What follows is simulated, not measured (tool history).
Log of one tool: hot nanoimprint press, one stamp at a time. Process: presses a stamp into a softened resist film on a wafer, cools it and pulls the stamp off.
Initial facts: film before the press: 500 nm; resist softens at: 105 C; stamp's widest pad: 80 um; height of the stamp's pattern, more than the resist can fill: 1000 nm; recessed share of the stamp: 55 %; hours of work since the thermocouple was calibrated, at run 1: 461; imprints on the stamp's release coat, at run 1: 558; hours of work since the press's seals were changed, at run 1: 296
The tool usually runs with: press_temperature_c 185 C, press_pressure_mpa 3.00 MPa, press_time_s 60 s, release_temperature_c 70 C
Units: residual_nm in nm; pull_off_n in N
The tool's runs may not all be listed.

run     day  press_temperature_c  press_pressure_mpa  press_time_s  release_temperature_c  hours of work since the thermocouple was calibrated  imprints on the stamp's release coat  hours of work since the press's seals were changed  residual_nm  pull_off_n
  1   0.000                  185                3.00            60                     70                                                  461                                   558                                                 296        176.6          98
      0.467  -- plate thermocouple calibrated
  2   1.446                  185                3.00            60                     70                                                   11                                   675                                                 311        174.0         104
  3   3.479                  185                3.00            60                     70                                                   33                                   854                                                 333        174.1         109
  4   5.108                  185                4.26            60                     70                                                   51                                   998                                                 351        141.0         105
  5   6.062                  185                4.26            60                     70                                                   62                                  1082                                                 362        142.0         110
  6   7.312                  185                3.00            60                     70                                                   76                                  1193                                                 376        171.6         108
  7   8.717                  185                3.00            60                     70                                                   91                                  1317                                                 391        173.7         111
      9.312  -- plate thermocouple calibrated, once more
  8  10.692                  185                3.00            60                     70                                                   15                                  1481                                                 412        189.0         120
  9  11.733                  185                3.00            60                     70                                                   27                                  1572                                                 423        187.3         119
 10  12.633                  185                3.00            60                     70                                                   37                                  1652                                                 433        187.4         119
     13.421  -- stamp cleaned and given a new release coat
 11  14.062                  185                3.13            60                     70                                                   50                                    56                                                 446        183.2          92
 12  16.071                  185                3.00            60                     70                                                   72                                   234                                                 469        186.8          97
 13  17.438                  185                3.00            60                     70                                                   87                                   354                                                 484        184.5         102
 14  19.250                  185                3.00            60                     70                                                  107                                   515                                                 504        187.1         105
 15  20.517                  185                3.00            60                     70                                                  121                                   627                                                 518        185.3         102
 16  22.238                  185                3.24            68                     61                                                  140                                   779                                                 537        169.5         130
 17  23.150                  187                3.00            51                     70                                                  150                                   859                                                 547        182.3         110
 18  25.154                  187                3.00            51                     70                                                  172                                  1036                                                 569        181.0         109
 19  26.750                  185                4.52            38                     72                                                  190                                  1177                                                 587        175.0         106
 20  27.688                  185                3.03            38                     64                                                  200                                  1260                                                 597        217.2         127
 21  28.917                  185                3.03            38                     64                                                  214                                  1369                                                 611        215.0         129
 22  31.046                  186                3.00            60                     60                                                  238                                  1557                                                 634        176.5         140
 23  32.412                  174                2.16            84                     72                                                  253                                  1677                                                 649        297.6         114
     32.992  -- stamp cleaned and given a new release coat
 24  34.496                  190                2.55            31                     59                                                  273                                   133                                                 670        210.1         119
 25  35.546                  190                2.55            50                     59                                                  285                                   225                                                 681        178.7         123
 26  37.112                  190                2.55            50                     59                                                  302                                   364                                                 699        177.8         124

Below are 4 alternative next runs, each starting from the tool's condition after run 26. Predict each:
  A  38.083                  190                3.18            50                     59                                                  313                                   449                                                 709            ?           ?
  B  38.083                  190                2.55            59                     78                                                  313                                   449                                                 709            ?           ?
  C  38.083                  190                2.94            87                     71                                                  313                                   449                                                 709            ?           ?
  D  38.083                  185                2.52            31                     73                                                  313                                   449                                                 709            ?           ?

run  residual_nm  pull_off_n
  A        157.6         128
  B        165.8          77
  C        131.2          98
  D        249.3          96
The same runs, with their run-to-run variation unchanged, on a tool lacking any hidden condition would have given:
run  residual_nm  pull_off_n
  A        161.9         122
  B        170.7          74
  C        135.0          94
  D        256.4          92

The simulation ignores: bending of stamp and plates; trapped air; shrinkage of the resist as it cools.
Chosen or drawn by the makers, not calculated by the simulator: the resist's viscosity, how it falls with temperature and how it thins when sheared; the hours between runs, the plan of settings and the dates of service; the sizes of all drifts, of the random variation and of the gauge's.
